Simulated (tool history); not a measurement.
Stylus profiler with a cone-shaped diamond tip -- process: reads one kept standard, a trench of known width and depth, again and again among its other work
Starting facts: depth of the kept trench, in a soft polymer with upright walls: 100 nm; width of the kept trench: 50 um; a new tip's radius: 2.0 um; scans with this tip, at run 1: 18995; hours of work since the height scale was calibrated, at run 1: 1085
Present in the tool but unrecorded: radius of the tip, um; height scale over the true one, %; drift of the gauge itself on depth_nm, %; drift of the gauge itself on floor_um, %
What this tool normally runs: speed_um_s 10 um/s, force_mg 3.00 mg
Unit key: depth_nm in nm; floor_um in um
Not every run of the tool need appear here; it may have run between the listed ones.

run,hour,speed_um_s,force_mg,scans with this tip,hours of work since the height scale was calibrated,depth_nm,floor_um
1,0.0,10,3.00,18995,1085,101.63,48.67
2,61.5,10,3.00,19292,1121,101.66,48.64
3,100.8,10,3.00,19482,1144,101.61,48.67
4,150.9,10,3.00,19724,1173,101.61,48.69
# hour 192.0: height scale calibrated on a step standard
5,224.1,10,3.00,20075,19,101.64,48.65
6,312.2,10,3.04,20502,70,101.62,48.66
7,358.2,10,3.00,20724,97,101.64,48.57
8,451.2,10,3.00,21173,152,101.62,48.64
9,507.9,10,3.00,21447,185,101.62,48.68
10,585.2,10,3.00,21821,230,101.66,48.59
11,630.7,10,3.00,22041,257,101.62,48.66
12,681.2,10,3.00,22285,286,101.61,48.66
13,734.1,10,3.00,22541,317,101.66,48.66
14,819.5,10,3.00,22953,367,101.60,48.69
15,900.0,10,3.00,23342,414,101.64,48.66
16,996.3,10,3.00,23808,471,101.63,48.65
17,1093.1,10,3.00,24276,527,101.68,48.67
18,1140.4,10,3.00,24505,555,101.64,48.71
19,1212.4,10,3.00,24852,597,101.59,48.65
20,1255.5,10,3.00,25061,622,101.64,48.65
21,1347.3,5,3.00,25504,676,101.64,48.71
22,1419.8,37,5.57,25855,718,102.46,48.60
23,1514.9,37,5.57,26315,774,102.46,48.58
24,1598.3,22,2.38,26718,823,101.40,48.61
25,1696.0,22,2.38,27190,880,101.41,48.65
# hour 1748.8: new tip fitted, height scale calibrated
26,1782.2,5,6.18,162,20,102.63,48.75
27,1858.5,4,1.05,531,64,100.77,48.72
28,1902.9,19,8.35,745,90,103.25,48.69
29,1965.0,19,1.79,1045,127,101.16,48.64
30,2037.0,5,2.01,1393,169,101.25,48.68
31,2133.9,5,2.01,1862,225,101.29,48.74
32,2194.8,5,1.05,2156,261,100.82,48.74
33,2292.6,5,1.05,2629,318,100.82,48.69
34,2362.6,10,1.15,2967,359,100.85,48.71
35,2455.0,3,2.06,3414,413,101.25,48.77
36,2515.1,6,1.82,3704,448,101.15,48.71
37,2589.0,2,2.54,4062,492,101.45,48.76
38,2632.4,10,1.77,4271,517,101.16,48.63
39,2725.6,8,7.35,4722,572,103.00,48.70
40,2821.6,12,5.08,5186,628,102.31,48.73
41,2882.3,11,1.58,5479,663,101.06,48.66
42,2940.9,10,8.12,5762,698,103.14,48.75

Some steps in floor_um between neighbouring runs. How much of each would the tool show without its hidden state too (settings, what came in, random variation), and how much is left for the hidden state, with any gauge scatter that isn't in both results?
Run 3 -> 4: no setting touched and nothing written in the log between the runs. floor_um +0.02 um: hidden state -0.01, all else +0.03.
Run 5 -> 6: force_mg 3.00 -> 3.04. floor_um +0.01 um: hidden state +0.01, all else +0.00.
Run 21 -> 22: speed_um_s 5 -> 37, force_mg 3.00 -> 5.57. floor_um -0.11 um: hidden state -0.01, all else -0.10.
Run 25 -> 26: speed_um_s 22 -> 5, force_mg 2.38 -> 6.18, new tip fitted, height scale calibrated. floor_um +0.10 um: hidden state +0.03, all else +0.07.
Run 37 -> 38: speed_um_s 2 -> 10, force_mg 2.54 -> 1.77. floor_um -0.13 um: hidden state -0.01, all else -0.12.
